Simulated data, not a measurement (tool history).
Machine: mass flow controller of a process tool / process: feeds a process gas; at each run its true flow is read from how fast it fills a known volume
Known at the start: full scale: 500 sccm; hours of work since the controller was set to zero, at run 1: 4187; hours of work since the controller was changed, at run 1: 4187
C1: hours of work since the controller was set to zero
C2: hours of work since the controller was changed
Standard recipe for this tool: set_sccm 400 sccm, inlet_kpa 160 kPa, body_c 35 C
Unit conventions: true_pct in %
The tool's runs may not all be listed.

{"run": 1, "hour": 0.0, "set_sccm": 400, "inlet_kpa": 160, "body_c": 35, "C1": 4187, "C2": 4187, "true_pct": 100.27}
{"run": 2, "hour": 522.8, "set_sccm": 400, "inlet_kpa": 160, "body_c": 35, "C1": 4445, "C2": 4445, "true_pct": 100.21}
{"run": 3, "hour": 790.7, "set_sccm": 400, "inlet_kpa": 160, "body_c": 20, "C1": 4578, "C2": 4578, "true_pct": 99.31}
{"run": 4, "hour": 1028.1, "set_sccm": 400, "inlet_kpa": 160, "body_c": 35, "C1": 4695, "C2": 4695, "true_pct": 100.31}
{"run": 5, "hour": 1487.1, "set_sccm": 400, "inlet_kpa": 160, "body_c": 35, "C1": 4922, "C2": 4922, "true_pct": 100.33}
{"hour": 1633.1, "done": "controller's zero set anew"}
{"run": 6, "hour": 1731.5, "set_sccm": 400, "inlet_kpa": 160, "body_c": 35, "C1": 49, "C2": 5042, "true_pct": 100.25}
{"run": 7, "hour": 2133.3, "set_sccm": 400, "inlet_kpa": 160, "body_c": 35, "C1": 247, "C2": 5241, "true_pct": 100.48}
{"run": 8, "hour": 2629.7, "set_sccm": 243, "inlet_kpa": 160, "body_c": 35, "C1": 492, "C2": 5486, "true_pct": 99.98}
{"run": 9, "hour": 2958.7, "set_sccm": 243, "inlet_kpa": 160, "body_c": 35, "C1": 655, "C2": 5648, "true_pct": 100.13}
{"run": 10, "hour": 3403.3, "set_sccm": 243, "inlet_kpa": 160, "body_c": 25, "C1": 874, "C2": 5868, "true_pct": 99.38}
{"run": 11, "hour": 3812.6, "set_sccm": 272, "inlet_kpa": 160, "body_c": 35, "C1": 1077, "C2": 6070, "true_pct": 100.06}
{"run": 12, "hour": 4163.2, "set_sccm": 400, "inlet_kpa": 147, "body_c": 35, "C1": 1250, "C2": 6243, "true_pct": 100.45}
{"run": 13, "hour": 4468.1, "set_sccm": 400, "inlet_kpa": 160, "body_c": 22, "C1": 1401, "C2": 6394, "true_pct": 99.9}
{"run": 14, "hour": 4722.1, "set_sccm": 400, "inlet_kpa": 160, "body_c": 22, "C1": 1526, "C2": 6519, "true_pct": 99.7}
{"run": 15, "hour": 5180.1, "set_sccm": 88, "inlet_kpa": 160, "body_c": 35, "C1": 1752, "C2": 6746, "true_pct": 99.69}
{"run": 16, "hour": 5453.8, "set_sccm": 88, "inlet_kpa": 160, "body_c": 35, "C1": 1887, "C2": 6881, "true_pct": 100.0}
{"run": 17, "hour": 5705.2, "set_sccm": 88, "inlet_kpa": 160, "body_c": 35, "C1": 2012, "C2": 7005, "true_pct": 99.78}
{"run": 18, "hour": 6067.9, "set_sccm": 88, "inlet_kpa": 160, "body_c": 35, "C1": 2191, "C2": 7184, "true_pct": 100.02}
{"run": 19, "hour": 6606.8, "set_sccm": 400, "inlet_kpa": 160, "body_c": 35, "C1": 2457, "C2": 7450, "true_pct": 100.69}
{"run": 20, "hour": 7102.6, "set_sccm": 400, "inlet_kpa": 160, "body_c": 35, "C1": 2702, "C2": 7695, "true_pct": 100.77}
{"run": 21, "hour": 7651.1, "set_sccm": 400, "inlet_kpa": 160, "body_c": 36, "C1": 2973, "C2": 7966, "true_pct": 100.67}
{"run": 22, "hour": 8023.0, "set_sccm": 400, "inlet_kpa": 160, "body_c": 36, "C1": 3157, "C2": 8150, "true_pct": 100.78}
{"run": 23, "hour": 8547.2, "set_sccm": 400, "inlet_kpa": 213, "body_c": 38, "C1": 3416, "C2": 8409, "true_pct": 101.43}
{"run": 24, "hour": 9085.6, "set_sccm": 400, "inlet_kpa": 160, "body_c": 35, "C1": 3682, "C2": 8675, "true_pct": 100.76}
{"run": 25, "hour": 9543.6, "set_sccm": 400, "inlet_kpa": 160, "body_c": 35, "C1": 3908, "C2": 8901, "true_pct": 100.91}
{"run": 26, "hour": 9787.3, "set_sccm": 474, "inlet_kpa": 160, "body_c": 35, "C1": 4028, "C2": 9022, "true_pct": 100.96}
{"run": 27, "hour": 10266.8, "set_sccm": 241, "inlet_kpa": 145, "body_c": 24, "C1": 4265, "C2": 9259, "true_pct": 99.83}
{"run": 28, "hour": 10825.6, "set_sccm": 71, "inlet_kpa": 267, "body_c": 40, "C1": 4541, "C2": 9535, "true_pct": 101.16}
{"run": 29, "hour": 11172.1, "set_sccm": 71, "inlet_kpa": 267, "body_c": 40, "C1": 4712, "C2": 9706, "true_pct": 101.19}
{"run": 30, "hour": 11416.7, "set_sccm": 71, "inlet_kpa": 267, "body_c": 40, "C1": 4833, "C2": 9827, "true_pct": 101.32}
{"hour": 11745.5, "done": "controller's zero set anew"}
{"run": 31, "hour": 11961.6, "set_sccm": 73, "inlet_kpa": 160, "body_c": 30, "C1": 107, "C2": 10096, "true_pct": 100.15}
{"run": 32, "hour": 12487.0, "set_sccm": 73, "inlet_kpa": 160, "body_c": 30, "C1": 366, "C2": 10355, "true_pct": 100.06}
{"run": 33, "hour": 13045.2, "set_sccm": 73, "inlet_kpa": 160, "body_c": 37, "C1": 642, "C2": 10631, "true_pct": 100.63}
{"run": 34, "hour": 13308.6, "set_sccm": 73, "inlet_kpa": 146, "body_c": 38, "C1": 772, "C2": 10761, "true_pct": 100.52}
{"run": 35, "hour": 13793.4, "set_sccm": 73, "inlet_kpa": 146, "body_c": 38, "C1": 1012, "C2": 11000, "true_pct": 100.62}
{"run": 36, "hour": 14207.2, "set_sccm": 73, "inlet_kpa": 146, "body_c": 38, "C1": 1216, "C2": 11205, "true_pct": 100.62}
{"run": 37, "hour": 14563.8, "set_sccm": 400, "inlet_kpa": 160, "body_c": 27, "C1": 1392, "C2": 11381, "true_pct": 100.86}
{"run": 38, "hour": 15032.7, "set_sccm": 90, "inlet_kpa": 255, "body_c": 30, "C1": 1624, "C2": 11613, "true_pct": 100.92}
{"run": 39, "hour": 15479.4, "set_sccm": 400, "inlet_kpa": 227, "body_c": 35, "C1": 1845, "C2": 11833, "true_pct": 101.83}
{"hour": 15530.6, "done": "gauge calibrated"}
{"run": 40, "hour": 15756.5, "set_sccm": 167, "inlet_kpa": 212, "body_c": 35, "C1": 1981, "C2": 11970, "true_pct": 100.08}
{"run": 41, "hour": 16040.1, "set_sccm": 400, "inlet_kpa": 176, "body_c": 20, "C1": 2122, "C2": 12110, "true_pct": 99.43}
{"run": 42, "hour": 16282.1, "set_sccm": 313, "inlet_kpa": 141, "body_c": 35, "C1": 2241, "C2": 12230, "true_pct": 99.97}
{"run": 43, "hour": 16793.1, "set_sccm": 400, "inlet_kpa": 160, "body_c": 32, "C1": 2494, "C2": 12482, "true_pct": 100.12}
{"run": 44, "hour": 17149.6, "set_sccm": 400, "inlet_kpa": 227, "body_c": 20, "C1": 2670, "C2": 12658, "true_pct": 99.79}

Predict each of these 4 candidate next runs independently; none follows another, all start after run 44:
{"run": "A", "hour": 17558.9, "set_sccm": 55, "inlet_kpa": 227, "body_c": 30, "C1": 2872, "C2": 12861, "true_pct": "?"}
{"run": "B", "hour": 17558.9, "set_sccm": 159, "inlet_kpa": 210, "body_c": 31, "C1": 2872, "C2": 12861, "true_pct": "?"}
{"run": "C", "hour": 17558.9, "set_sccm": 179, "inlet_kpa": 187, "body_c": 35, "C1": 2872, "C2": 12861, "true_pct": "?"}
{"run": "D", "hour": 17558.9, "set_sccm": 400, "inlet_kpa": 227, "body_c": 31, "C1": 2872, "C2": 12861, "true_pct": "?"}

run=A true_pct=99.68
run=B true_pct=99.91
run=C true_pct=99.82
run=D true_pct=100.46
Stripped of hidden state, with their random variation kept, the same runs would have yielded:
run=A true_pct=99.54
run=B true_pct=99.76
run=C true_pct=99.67
run=D true_pct=100.30

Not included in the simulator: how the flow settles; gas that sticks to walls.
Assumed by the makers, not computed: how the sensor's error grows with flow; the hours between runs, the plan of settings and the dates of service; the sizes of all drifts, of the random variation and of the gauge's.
